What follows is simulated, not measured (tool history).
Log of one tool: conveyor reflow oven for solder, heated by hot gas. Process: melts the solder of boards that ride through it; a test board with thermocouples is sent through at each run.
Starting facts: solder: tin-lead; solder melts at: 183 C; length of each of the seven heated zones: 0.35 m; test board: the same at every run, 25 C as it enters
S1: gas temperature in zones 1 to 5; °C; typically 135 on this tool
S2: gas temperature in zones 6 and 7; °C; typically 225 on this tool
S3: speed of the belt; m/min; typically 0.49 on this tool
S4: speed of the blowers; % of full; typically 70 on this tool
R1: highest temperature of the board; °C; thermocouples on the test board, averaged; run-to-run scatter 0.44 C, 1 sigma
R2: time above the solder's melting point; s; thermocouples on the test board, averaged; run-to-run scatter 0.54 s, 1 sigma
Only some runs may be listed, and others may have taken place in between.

{"run": 1, "hour": 0.0, "S1": 135, "S2": 225, "S3": 0.49, "S4": 70, "R1": 204.6, "R2": 50.6}
{"hour": 18.9, "done": "flux residue cleaned out of gas plates and filters"}
{"run": 2, "hour": 26.8, "S1": 135, "S2": 225, "S3": 0.49, "S4": 86, "R1": 208.8, "R2": 54.4}
{"run": 3, "hour": 68.6, "S1": 135, "S2": 225, "S3": 0.49, "S4": 86, "R1": 208.3, "R2": 54.8}
{"run": 4, "hour": 90.8, "S1": 135, "S2": 225, "S3": 0.49, "S4": 86, "R1": 208.1, "R2": 54.8}
{"run": 5, "hour": 114.0, "S1": 135, "S2": 225, "S3": 0.49, "S4": 70, "R1": 204.2, "R2": 48.8}
{"run": 6, "hour": 150.1, "S1": 135, "S2": 225, "S3": 0.49, "S4": 70, "R1": 204.6, "R2": 48.7}
{"hour": 181.1, "done": "flux residue cleaned out of gas plates and filters, once more"}
{"run": 7, "hour": 190.4, "S1": 135, "S2": 225, "S3": 0.49, "S4": 70, "R1": 205.1, "R2": 51.4}
{"run": 8, "hour": 223.4, "S1": 135, "S2": 225, "S3": 0.49, "S4": 70, "R1": 204.7, "R2": 50.4}
{"run": 9, "hour": 243.9, "S1": 135, "S2": 225, "S3": 0.49, "S4": 70, "R1": 205.3, "R2": 49.5}
{"run": 10, "hour": 281.9, "S1": 135, "S2": 225, "S3": 0.49, "S4": 70, "R1": 205.5, "R2": 50.1}
{"run": 11, "hour": 302.7, "S1": 135, "S2": 225, "S3": 0.49, "S4": 70, "R1": 205.1, "R2": 50.4}
{"run": 12, "hour": 341.8, "S1": 134, "S2": 221, "S3": 0.418, "S4": 76, "R1": 207.3, "R2": 65.5}
{"run": 13, "hour": 369.9, "S1": 134, "S2": 221, "S3": 0.418, "S4": 76, "R1": 207.6, "R2": 65.8}
{"run": 14, "hour": 390.9, "S1": 134, "S2": 221, "S3": 0.459, "S4": 71, "R1": 203.5, "R2": 52}
{"run": 15, "hour": 420.7, "S1": 120, "S2": 221, "S3": 0.459, "S4": 74, "R1": 201.4, "R2": 44.5}
{"run": 16, "hour": 453.7, "S1": 135, "S2": 236, "S3": 0.479, "S4": 75, "R1": 215.5, "R2": 63.6}
{"run": 17, "hour": 472.1, "S1": 135, "S2": 229, "S3": 0.479, "S4": 75, "R1": 209.8, "R2": 59}
{"run": 18, "hour": 501.5, "S1": 145, "S2": 238, "S3": 0.49, "S4": 73, "R1": 216.9, "R2": 69.2}
{"run": 19, "hour": 534.0, "S1": 145, "S2": 238, "S3": 0.49, "S4": 73, "R1": 218.4, "R2": 67.9}
{"run": 20, "hour": 559.1, "S1": 140, "S2": 217, "S3": 0.544, "S4": 70, "R1": 196.3, "R2": 32.8}
{"run": 21, "hour": 580.2, "S1": 144, "S2": 217, "S3": 0.544, "S4": 89, "R1": 200.5, "R2": 44.9}

Alternative continuations, all from the tool just after run 21; predict every row:
{"hour": 619.2, "done": "flux residue cleaned out of gas plates and filters"}
{"run": "A", "hour": 630.3, "S1": 135, "S2": 225, "S3": 0.458, "S4": 70, "R1": "?", "R2": "?"}
{"hour": 619.2, "done": "flux residue cleaned out of gas plates and filters"}
{"run": "B", "hour": 630.3, "S1": 139, "S2": 217, "S3": 0.544, "S4": 89, "R1": "?", "R2": "?"}
{"hour": 619.2, "done": "flux residue cleaned out of gas plates and filters"}
{"run": "C", "hour": 630.3, "S1": 144, "S2": 217, "S3": 0.437, "S4": 89, "R1": "?", "R2": "?"}
{"hour": 619.2, "done": "flux residue cleaned out of gas plates and filters"}
{"run": "D", "hour": 630.3, "S1": 122, "S2": 216, "S3": 0.511, "S4": 89, "R1": "?", "R2": "?"}

run=A R1=207.6 R2=58.1
run=B R1=200.3 R2=43.3
run=C R1=207.1 R2=67
run=D R1=198.3 R2=37
Stripped of hidden state, with their random variation kept, the same runs would have yielded:
run=A R1=209.1 R2=58.4
run=B R1=201.9 R2=44.1
run=C R1=209 R2=67.4
run=D R1=199.9 R2=38.2
